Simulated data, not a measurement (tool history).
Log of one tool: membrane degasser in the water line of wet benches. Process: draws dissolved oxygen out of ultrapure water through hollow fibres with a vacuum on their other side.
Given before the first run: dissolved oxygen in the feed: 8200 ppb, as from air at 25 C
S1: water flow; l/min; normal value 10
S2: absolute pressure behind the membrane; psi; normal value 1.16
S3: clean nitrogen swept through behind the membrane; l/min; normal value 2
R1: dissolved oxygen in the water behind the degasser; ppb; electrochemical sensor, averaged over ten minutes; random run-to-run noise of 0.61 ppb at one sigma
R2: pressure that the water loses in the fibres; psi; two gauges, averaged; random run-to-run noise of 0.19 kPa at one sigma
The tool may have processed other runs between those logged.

run    hour  S1     S2    S3     R1     R2
  1       0  10   1.16     2   64.4  5.803
  2   142.6  10   1.16     2   63.9  5.884
  3   215.5  11   1.16     2   73.4  6.454
  4   354.5  11   1.16     2     75  6.483
  5   493.6  10   1.16     2   62.9  5.839
  6   653.3  10   1.16     2   64.8  5.835
  7   748.9  10   1.16     2   64.2  5.868
  8   835.9  10   1.16     2   64.3  5.829
  9   959.5  10   1.16     2   64.9  5.887
 10  1044.2  10   1.16     2   64.2  5.852
 11  1172.5  10  0.831     2   37.2   5.86
 12  1291.2  10  2.062     2  139.8  5.822
 13    1395  10   1.16  2.01   64.4  5.867
 14  1555.7   6   1.16     2   37.3   3.52
 15  1654.3  10   1.16     2   64.9  5.881
 16  1772.5  10  1.727     2  112.4  5.907
 17  1851.5   7  1.727     2   78.3  4.112
 18  1964.9   7  1.727     2   77.1  4.119
 19  2130.9   7  1.107  1.35   58.8  4.112
 20  2249.9   6  0.706   2.2     12  3.545
 21  2368.3   9  0.718     2   23.7  5.308
 22  2509.7  10  1.719     2  114.5  5.893
     2620.9  -- vacuum gauge calibrated
 23  2620.9  10  1.658  3.31   68.9  5.861
 24  2711.2  10  1.658  3.31   67.7  5.903
 25  2820.9  10  1.658  2.56   86.1  5.947
 26  2981.7  14  1.031   1.7  105.8  8.237
 27  3146.4   6  1.031   1.7   35.8  3.548
 28  3234.9   6  1.031   1.7     36  3.548
 29  3383.4   6  1.031   1.7   35.6   3.51
 30  3464.5  10  1.291     2   77.2  5.928
 31  3595.3  10  1.291     2   76.9  5.928
 32  3742.4   8   1.16     2   50.8  4.731

How would selected steps in R1 from run to run divide? Give the signed amount a tool lacking its hidden state would still show from settings, what came in and random variation, and the signed amount left for the hidden state, including any gauge scatter that is not in both of the compared results.
The hidden state here: membrane still open, %; true pressure behind the membrane over the reading, kPa; air that leaks in behind the membrane, l/min; drift of the gauge itself on oxygen_ppb, %; drift of the gauge itself on loss_of_pressure_kpa, %.
Run 11 -> 12: S2 0.831 -> 2.062. R1 +102.6 ppb: hidden state +1.2, all else +101.4.
Run 12 -> 13: S2 2.062 -> 1.16, S3 2 -> 2.01. R1 -75.4 ppb: hidden state -0.8, all else -74.6.
Run 19 -> 20: S1 7 -> 6, S2 1.107 -> 0.706, S3 1.35 -> 2.2. R1 -46.8 ppb: hidden state -1.3, all else -45.5.
Run 21 -> 22: S1 9 -> 10, S2 0.718 -> 1.719. R1 +90.8 ppb: hidden state +1.6, all else +89.2.
Run 26 -> 27: S1 14 -> 6. R1 -70 ppb: hidden state -1.5, all else -68.5.
